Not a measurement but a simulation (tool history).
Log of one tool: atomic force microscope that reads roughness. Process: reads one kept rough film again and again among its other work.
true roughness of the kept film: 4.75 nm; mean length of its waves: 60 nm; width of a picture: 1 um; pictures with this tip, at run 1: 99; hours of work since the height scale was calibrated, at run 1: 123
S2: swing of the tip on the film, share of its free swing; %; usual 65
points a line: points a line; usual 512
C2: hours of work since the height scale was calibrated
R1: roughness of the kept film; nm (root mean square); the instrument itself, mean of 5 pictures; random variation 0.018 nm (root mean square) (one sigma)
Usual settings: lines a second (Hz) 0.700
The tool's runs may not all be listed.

Run 1, hour 0.0: usual settings; pictures with this tip 99; C2 123. Result: R1 4.330 nm (root mean square).
Run 2, hour 6.5: usual settings but lines a second (Hz) 1.040; pictures with this tip 110; C2 126. Result: R1 4.250 nm (root mean square).
Run 3, hour 11.9: usual settings but lines a second (Hz) 1.040; pictures with this tip 119; C2 129. Result: R1 4.252 nm (root mean square).
Run 4, hour 23.3: usual settings but lines a second (Hz) 1.040; pictures with this tip 138; C2 135. Result: R1 4.214 nm (root mean square).
Run 5, hour 32.5: usual settings but lines a second (Hz) 1.040, points a line 422; pictures with this tip 153; C2 140. Result: R1 4.242 nm (root mean square).
Run 6, hour 40.0: usual settings but lines a second (Hz) 1.040, points a line 422; pictures with this tip 166; C2 144. Result: R1 4.199 nm (root mean square).
Run 7, hour 52.2: usual settings but lines a second (Hz) 1.040, S2 73 %, points a line 422; pictures with this tip 186; C2 151. Result: R1 4.102 nm (root mean square).
Run 8, hour 59.3: usual settings but lines a second (Hz) 1.040, S2 73 %, points a line 422; pictures with this tip 198; C2 154. Result: R1 4.046 nm (root mean square).
Run 9, hour 65.0: usual settings but lines a second (Hz) 1.040, S2 73 %, points a line 422; pictures with this tip 207; C2 158. Result: R1 4.072 nm (root mean square).
At hour 66.6: height scale calibrated on a step standard.
Run 10, hour 72.1: usual settings but lines a second (Hz) 1.040, S2 73 %, points a line 422; pictures with this tip 217; C2 3. Result: R1 4.036 nm (root mean square).
Run 11, hour 78.4: usual settings but lines a second (Hz) 1.118, points a line 776; pictures with this tip 228; C2 6. Result: R1 4.111 nm (root mean square).
Run 12, hour 85.4: usual settings but lines a second (Hz) 0.552, S2 74 %, points a line 331; pictures with this tip 239; C2 10. Result: R1 4.135 nm (root mean square).
Run 13, hour 90.6: usual settings but lines a second (Hz) 0.552, S2 74 %, points a line 331; pictures with this tip 248; C2 13. Result: R1 4.091 nm (root mean square).
Run 14, hour 97.9: usual settings but S2 81 %; pictures with this tip 260; C2 17. Result: R1 4.005 nm (root mean square).
Run 15, hour 108.3: usual settings but lines a second (Hz) 2.185, points a line 261; pictures with this tip 277; C2 22. Result: R1 3.877 nm (root mean square).
Run 16, hour 119.0: usual settings but lines a second (Hz) 2.486, S2 70 %, points a line 495; pictures with this tip 295; C2 28. Result: R1 3.713 nm (root mean square).

Forecast each of these 5 alternatives for the next run:
Run A, hour 127.6: usual settings but lines a second (Hz) 3.395, S2 78 %, points a line 482; pictures with this tip 309; C2 33. Result: R1 ?.
Run B, hour 127.6: usual settings but points a line 256; pictures with this tip 309; C2 33. Result: R1 ?.
Run C, hour 127.6: usual settings but lines a second (Hz) 0.622, S2 76 %, points a line 529; pictures with this tip 309; C2 33. Result: R1 ?.
Run D, hour 127.6: usual settings but S2 63 %; pictures with this tip 309; C2 33. Result: R1 ?.
Run E, hour 127.6: usual settings but lines a second (Hz) 0.859, S2 66 %, points a line 296; pictures with this tip 309; C2 33. Result: R1 ?.

run     R1
  A  3.259
  B  4.087
  C  4.015
  D  4.111
  E  4.057
Without the tool's hidden state the same runs would have given:
run     R1
  A  3.537
  B  4.436
  C  4.358
  D  4.462
  E  4.405
